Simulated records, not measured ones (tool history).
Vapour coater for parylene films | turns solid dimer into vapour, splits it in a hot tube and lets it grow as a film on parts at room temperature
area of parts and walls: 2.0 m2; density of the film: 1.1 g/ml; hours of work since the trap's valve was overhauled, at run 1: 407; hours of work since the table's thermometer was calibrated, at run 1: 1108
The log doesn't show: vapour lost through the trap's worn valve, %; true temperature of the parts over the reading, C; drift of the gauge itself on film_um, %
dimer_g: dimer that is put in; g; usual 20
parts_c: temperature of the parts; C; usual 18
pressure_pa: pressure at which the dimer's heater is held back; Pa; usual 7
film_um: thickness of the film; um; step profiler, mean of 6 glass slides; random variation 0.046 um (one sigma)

run	hour	dimer_g	parts_c	pressure_pa	hours of work since the trap's valve was overhauled	hours of work since the table's thermometer was calibrated	film_um
1	0	20	18	7	407	1108	4.74
2	28.8	13	18	7	432	1133	3.02
# hour 35: trap's valve overhauled
3	74.5	13	18	7	34	1169	3.3
4	107.6	13	18	7	62	1197	3.27
5	128.1	13	18	7	80	1215	3.2
6	155.7	13	18	7	104	1239	3.26
7	193.3	20	18	7	136	1271	4.96
8	222	20	18	7	161	1296	4.93
9	251.7	20	18	7	186	1321	4.92
10	278.3	20	18	3.5	209	1344	5.52
11	309.6	20	18	3.5	236	1371	5.4
12	334.9	20	18	3.5	258	1393	5.37
13	353.4	35	18	7	274	1409	8.39
14	393.6	20	18	7	308	1443	4.68
15	413.1	20	18	7	325	1460	4.7
16	451.2	20	18	4.46	358	1493	5.05
17	469	27	18	7	373	1508	6.26
# hour 481.5: table's thermometer calibrated
18	488.6	22	18	6.67	389	6	5.23
19	530.1	23	18	5.96	425	42	5.55
# hour 546.2: trap's valve overhauled
20	574.8	17	17	2.26	25	77	5.42
21	591.9	17	17	2.26	39	91	5.33
22	615.3	18	10	10.21	59	111	4.98
23	655.5	20	27	2.64	94	146	4.99

Run 24 comes next. What will it give?
24	677.6	20	27	2.64	113	165	?

film_um: 4.9 um
Without the tool's hidden state the same run would have given film_um 5.08 um.
